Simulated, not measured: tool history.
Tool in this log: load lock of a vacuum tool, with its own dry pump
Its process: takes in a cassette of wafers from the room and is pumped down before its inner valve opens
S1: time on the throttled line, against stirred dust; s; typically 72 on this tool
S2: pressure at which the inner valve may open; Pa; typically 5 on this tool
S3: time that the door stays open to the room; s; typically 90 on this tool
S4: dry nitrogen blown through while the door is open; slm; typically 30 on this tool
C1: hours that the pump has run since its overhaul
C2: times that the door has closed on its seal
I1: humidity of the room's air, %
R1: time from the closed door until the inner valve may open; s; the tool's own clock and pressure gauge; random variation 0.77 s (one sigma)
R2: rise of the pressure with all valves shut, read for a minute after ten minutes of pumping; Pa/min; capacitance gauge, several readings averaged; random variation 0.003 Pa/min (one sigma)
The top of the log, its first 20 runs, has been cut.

run,hour,S1,S2,S3,S4,C1,C2,I1,R1,R2
21,1988.7,131,9,104,6,2031,10236,41.7,165.4,0.086
22,2046.9,89,5,104,18,2089,10354,43.7,132.9,0.08
23,2144.5,89,5,104,18,2186,10553,44.7,133.4,0.081
24,2268.8,38,6,28,33,2311,10805,48.5,88.8,0.064
25,2361.5,60,6,90,42,2403,10993,44,108.5,0.066
26,2468.9,64,4,75,42,2511,11211,45.7,114,0.068
27,2581.9,72,5,32,24,2624,11441,49.9,119.5,0.068
28,2653.3,118,5,90,30,2695,11586,47.7,158,0.081
29,2775.5,118,5,90,30,2817,11834,43.6,158.8,0.077
30,2839,72,7,39,40,2881,11963,47.3,116.8,0.067
31,2949.9,72,9,39,12,2992,12188,45.8,116.3,0.074
32,3032,49,4,43,9,3074,12355,46.2,101.1,0.078
33,3153.6,75,5,165,5,3196,12602,41.8,122.9,0.113
34,3248,75,5,165,5,3290,12794,44.1,122.7,0.118
35,3380.8,103,8,29,41,3423,13064,46.2,143.3,0.07
36,3457.8,60,7,47,23,3500,13220,44.5,106.5,0.076

Consider 4 possible next runs. They are alternatives, not a sequence: every one starts from the tool as it was left by run 36. What does each give?
A,3530.9,88,7,47,5,3573,13368,45.4,?,?
B,3530.9,72,5,37,23,3573,13368,43.8,?,?
C,3530.9,94,5,86,9,3573,13368,45.6,?,?
D,3530.9,72,5,113,30,3573,13368,50.6,?,?

run,R1,R2
A,130.5,0.093
B,119.3,0.08
C,138.2,0.099
D,119.3,0.093
Without the tool's hidden state the same runs would have given:
run,R1,R2
A,129.2,0.03
B,117.9,0.018
C,136.9,0.037
D,117.9,0.03

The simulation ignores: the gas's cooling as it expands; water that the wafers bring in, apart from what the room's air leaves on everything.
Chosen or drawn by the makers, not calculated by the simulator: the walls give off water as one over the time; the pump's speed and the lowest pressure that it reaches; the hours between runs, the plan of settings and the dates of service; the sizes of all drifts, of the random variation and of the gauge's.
